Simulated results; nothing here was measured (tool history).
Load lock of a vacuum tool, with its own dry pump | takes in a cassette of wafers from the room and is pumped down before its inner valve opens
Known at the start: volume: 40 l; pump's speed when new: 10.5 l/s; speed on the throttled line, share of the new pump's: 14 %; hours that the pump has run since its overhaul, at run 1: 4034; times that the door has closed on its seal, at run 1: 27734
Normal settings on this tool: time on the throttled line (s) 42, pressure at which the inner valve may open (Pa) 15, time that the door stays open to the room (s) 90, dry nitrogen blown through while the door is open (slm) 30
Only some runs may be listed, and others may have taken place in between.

run	hour	time on the throttled line (s)	pressure at which the inner valve may open (Pa)	time that the door stays open to the room (s)	dry nitrogen blown through while the door is open (slm)	hours that the pump has run since its overhaul	times that the door has closed on its seal	incoming humidity of the room's air, %	time from the closed door until the inner valve may open (s)	rise of the pressure with all valves shut (Pa/min)
1	0.0	42	15	90	30	4034	27734	43.7	70.1	0.318
2	156.5	42	15	90	30	4191	28458	47.2	71.0	0.324
3	319.8	42	15	34	30	4354	29213	44.5	71.1	0.324
4	518.9	42	15	44	30	4553	30135	45.0	70.2	0.337
5	619.8	42	15	26	30	4654	30602	46.3	70.7	0.343
6	813.4	27	24	79	13	4847	31497	42.9	56.4	0.382
7	927.3	33	17	26	13	4961	32024	44.5	62.6	0.357
8	1065.3	50	20	183	22	5099	32663	40.5	76.6	0.411
9	1160.0	50	20	183	22	5194	33101	47.4	76.9	0.434
10	1365.8	50	20	183	22	5400	34053	47.0	76.3	0.437

What if the next run were any one of these 5? Each begins from the tool's condition after run 10:
A	1452.7	42	21	183	31	5487	34456	46.0	?	?
B	1452.7	25	15	176	10	5487	34456	48.0	?	?
C	1452.7	43	20	183	26	5487	34456	42.1	?	?
D	1452.7	50	20	74	22	5487	34456	45.9	?	?
E	1452.7	59	15	104	11	5487	34456	45.6	?	?

run	time from the closed door until the inner valve may open (s)	rise of the pressure with all valves shut (Pa/min)
A	69.4	0.431
B	57.6	0.466
C	70.8	0.434
D	77.3	0.420
E	85.4	0.446
What these runs would have given with no unlogged condition in the tool:
run	time from the closed door until the inner valve may open (s)	rise of the pressure with all valves shut (Pa/min)
A	68.3	0.064
B	56.3	0.101
C	69.7	0.065
D	76.3	0.045
E	84.3	0.076
